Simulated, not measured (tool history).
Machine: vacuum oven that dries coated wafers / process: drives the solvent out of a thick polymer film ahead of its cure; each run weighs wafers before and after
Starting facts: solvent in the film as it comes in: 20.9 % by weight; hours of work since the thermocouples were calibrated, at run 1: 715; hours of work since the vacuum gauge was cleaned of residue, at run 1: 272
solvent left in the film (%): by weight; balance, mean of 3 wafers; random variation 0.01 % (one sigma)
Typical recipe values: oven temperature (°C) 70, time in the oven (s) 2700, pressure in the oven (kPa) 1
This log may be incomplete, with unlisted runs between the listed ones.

run	day	oven temperature (°C)	time in the oven (s)	pressure in the oven (kPa)	hours of work since the thermocouples were calibrated	hours of work since the vacuum gauge was cleaned of residue	solvent left in the film (%)
1	0	70	2700	1	715	272	0.96
2	0.354	70	2700	1	722	278	0.94
3	0.658	70	2700	1	727	284	0.94
4	1.058	70	2700	1	735	291	0.94
5	1.379	70	2700	1	740	297	0.97
6	1.871	70	2700	1	749	306	0.94
7	2.15	70	2700	1	755	311	0.95
8	2.667	70	2700	1	764	321	0.96
9	3.129	70	2700	1	772	329	0.95
10	3.392	70	2700	1	777	334	0.94
11	3.779	70	2640	1	784	341	1
12	4.075	70	2640	1	790	346	0.99
13	4.421	70	2640	1	796	353	0.98
14	4.971	70	2640	1	806	363	0.99
15	5.512	68	2700	3.51	816	373	1.88
16	5.788	68	2700	2.79	821	378	1.68
17	6.121	63	2700	2.99	827	384	3.05
18	6.658	82	2700	2.99	837	394	0.44
19	6.958	81	2700	1.8	842	399	0.31
20	7.475	68	1800	0.62	852	409	2.75
# day 7.762: oven's thermocouples calibrated
21	7.854	68	1800	0.62	2	414	2.98
22	8.342	68	1800	0.62	11	423	2.96
23	8.862	68	1800	0.62	20	432	2.95
24	9.204	70	2160	1.33	26	439	1.78
25	9.667	70	2160	1.33	35	447	1.77

Run 26, settings as shown, results not yet in. Your forecast:
26	10.188	63	3780	1.87	44	457	?

{"run 26": {"solvent left in the film (%)": 1.69}}
On a tool with no hidden condition, and with the same random variation, this run would have come out at solvent left in the film (%) 1.75.
